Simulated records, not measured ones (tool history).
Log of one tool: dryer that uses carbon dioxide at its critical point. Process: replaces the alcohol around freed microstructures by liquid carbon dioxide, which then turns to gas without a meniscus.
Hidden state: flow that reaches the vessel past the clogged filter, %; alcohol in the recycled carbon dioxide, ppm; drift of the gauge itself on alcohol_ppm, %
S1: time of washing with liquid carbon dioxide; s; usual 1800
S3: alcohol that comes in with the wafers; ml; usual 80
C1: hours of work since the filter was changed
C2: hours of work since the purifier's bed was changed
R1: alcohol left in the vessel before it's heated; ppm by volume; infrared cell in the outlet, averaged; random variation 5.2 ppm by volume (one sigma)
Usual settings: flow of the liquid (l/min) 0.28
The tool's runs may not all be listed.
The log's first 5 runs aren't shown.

run 6 hour=140.7 | S1=2880 flow_of_the_liquid_(l/min)=0.28 S3=80 | C1=365 C2=365 | R1=41
run 7 hour=183 | S1=2880 flow_of_the_liquid_(l/min)=0.28 S3=80 | C1=387 C2=387 | R1=41
run 8 hour=207.1 | S1=2880 flow_of_the_liquid_(l/min)=0.28 S3=80 | C1=399 C2=399 | R1=37
run 9 hour=230.7 | S1=2880 flow_of_the_liquid_(l/min)=0.28 S3=92 | C1=410 C2=410 | R1=48
run 10 hour=272.1 | S1=2880 flow_of_the_liquid_(l/min)=0.28 S3=92 | C1=431 C2=431 | R1=41
run 11 hour=312.7 | S1=1800 flow_of_the_liquid_(l/min)=0.28 S3=94 | C1=451 C2=451 | R1=232
run 12 hour=348.4 | S1=1800 flow_of_the_liquid_(l/min)=0.418 S3=94 | C1=469 C2=469 | R1=38
run 13 hour=390.2 | S1=1800 flow_of_the_liquid_(l/min)=0.288 S3=80 | C1=490 C2=490 | R1=181
run 14 hour=409.4 | S1=1800 flow_of_the_liquid_(l/min)=0.288 S3=80 | C1=500 C2=500 | R1=178
run 15 hour=432.7 | S1=1800 flow_of_the_liquid_(l/min)=0.297 S3=80 | C1=511 C2=511 | R1=158
run 16 hour=475.9 | S1=1800 flow_of_the_liquid_(l/min)=0.297 S3=80 | C1=533 C2=533 | R1=161
-- hour=480.8 inlet filter changed
run 17 hour=510.3 | S1=2220 flow_of_the_liquid_(l/min)=0.294 S3=28 | C1=15 C2=550 | R1=49
run 18 hour=545.2 | S1=2220 flow_of_the_liquid_(l/min)=0.294 S3=28 | C1=32 C2=567 | R1=51

The next listed run, before its measurement:
run 19 hour=589 | S1=2220 flow_of_the_liquid_(l/min)=0.294 S3=28 | C1=54 C2=589 | R1=?

Run 19 gave R1 47 ppm by volume.
Without the tool's hidden state the same run would have given R1 3 ppm by volume.
